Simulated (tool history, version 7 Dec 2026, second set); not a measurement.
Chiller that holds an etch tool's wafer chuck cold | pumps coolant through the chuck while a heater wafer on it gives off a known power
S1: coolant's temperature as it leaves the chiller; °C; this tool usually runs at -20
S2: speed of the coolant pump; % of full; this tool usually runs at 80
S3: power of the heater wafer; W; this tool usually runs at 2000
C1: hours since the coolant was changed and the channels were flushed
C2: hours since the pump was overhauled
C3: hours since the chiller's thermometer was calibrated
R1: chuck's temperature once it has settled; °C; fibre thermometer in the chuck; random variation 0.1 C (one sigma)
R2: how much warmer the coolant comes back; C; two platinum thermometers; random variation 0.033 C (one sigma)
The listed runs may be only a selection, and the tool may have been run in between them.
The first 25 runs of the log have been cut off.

run	hour	S1	S2	S3	C1	C2	C3	R1	R2
26	3236.6	-14	93	1215	758	5449	1610	-3.4	2.33
27	3400.8	-14	93	1215	922	5613	1774	-3.1	2.28
28	3482.2	-13	80	2523	1004	5694	1856	11.1	5.74
29	3595.3	-20	80	2834	1117	5807	1969	7.3	6.38
30	3710.2	-20	80	2834	1232	5922	2084	7.3	6.42
31	3807	-20	80	2834	1328	6019	2181	7.3	6.36
32	3914.9	-20	78	2834	1436	6127	2288	7.8	6.58
33	4075.3	-12	75	2763	1597	6287	2449	15.7	6.61

What if the next run were any one of these 3? Each begins from the tool's condition after run 33:
A	4181.9	-12	76	2763	1703	6394	2555	?	?
B	4181.9	-16	70	2158	1703	6394	2555	?	?
C	4181.9	-28	75	1725	1703	6394	2555	?	?

run	R1	R2
A	15.4	6.55
B	6.2	5.48
C	-10.9	4.04
What these runs would have given with no unlogged condition in the tool:
run	R1	R2
A	15.3	6.78
B	6.1	5.72
C	-10.9	4.28
